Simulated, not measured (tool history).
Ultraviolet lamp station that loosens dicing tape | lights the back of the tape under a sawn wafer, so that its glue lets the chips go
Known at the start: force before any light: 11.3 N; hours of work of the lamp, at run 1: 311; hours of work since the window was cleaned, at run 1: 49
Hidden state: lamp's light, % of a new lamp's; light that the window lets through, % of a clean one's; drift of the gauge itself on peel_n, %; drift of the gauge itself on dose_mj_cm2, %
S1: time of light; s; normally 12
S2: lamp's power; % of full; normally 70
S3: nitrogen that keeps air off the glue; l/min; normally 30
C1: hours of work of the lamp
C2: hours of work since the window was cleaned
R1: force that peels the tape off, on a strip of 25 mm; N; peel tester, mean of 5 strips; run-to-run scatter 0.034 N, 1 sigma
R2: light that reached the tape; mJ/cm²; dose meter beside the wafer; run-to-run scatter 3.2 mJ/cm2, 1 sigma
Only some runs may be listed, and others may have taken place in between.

run	day	S1	S2	S3	C1	C2	R1	R2
1	0	12	70	30	311	49	1.945	445
2	0.738	12	70	23	322	59	2.386	448
3	1.279	12	70	23	330	67	2.333	443
4	1.862	12	70	23	338	76	2.443	447
5	2.45	12	83	23	347	84	1.767	528
6	2.867	12	83	23	353	90	1.818	520
7	3.354	12	83	23	360	98	1.852	522
# day 3.442: window cleaned of glue's vapour
8	3.904	12	70	30	368	7	2.073	438
9	4.5	8	70	12	376	15	5.27	291
10	4.908	6	78	57	382	21	3.475	239
# day 5.358: window cleaned of glue's vapour, once more
11	5.525	6	78	57	391	2	3.449	247
12	5.858	6	78	57	396	7	3.443	250
13	6.592	10	70	29	407	18	2.674	367
14	7.171	7	72	24	415	26	4.365	262
15	7.542	8	72	40	420	32	3.01	298
16	7.938	6	82	12	426	38	5.555	257

Below, each run's measurement less what the same run would have read without the hidden state. Both values contain the same run-to-run variation, but the gauge's scatter may not be the same in both:
run	R1	R2
1	+0.299	-46
2	+0.349	-48
3	+0.348	-49
4	+0.372	-51
5	+0.313	-61
6	+0.324	-62
7	+0.336	-63
8	+0.384	-57
9	+0.517	-39
10	+0.499	-32
11	+0.435	-28
12	+0.44	-28
13	+0.404	-44
14	+0.476	-33
15	+0.442	-38
16	+0.468	-33

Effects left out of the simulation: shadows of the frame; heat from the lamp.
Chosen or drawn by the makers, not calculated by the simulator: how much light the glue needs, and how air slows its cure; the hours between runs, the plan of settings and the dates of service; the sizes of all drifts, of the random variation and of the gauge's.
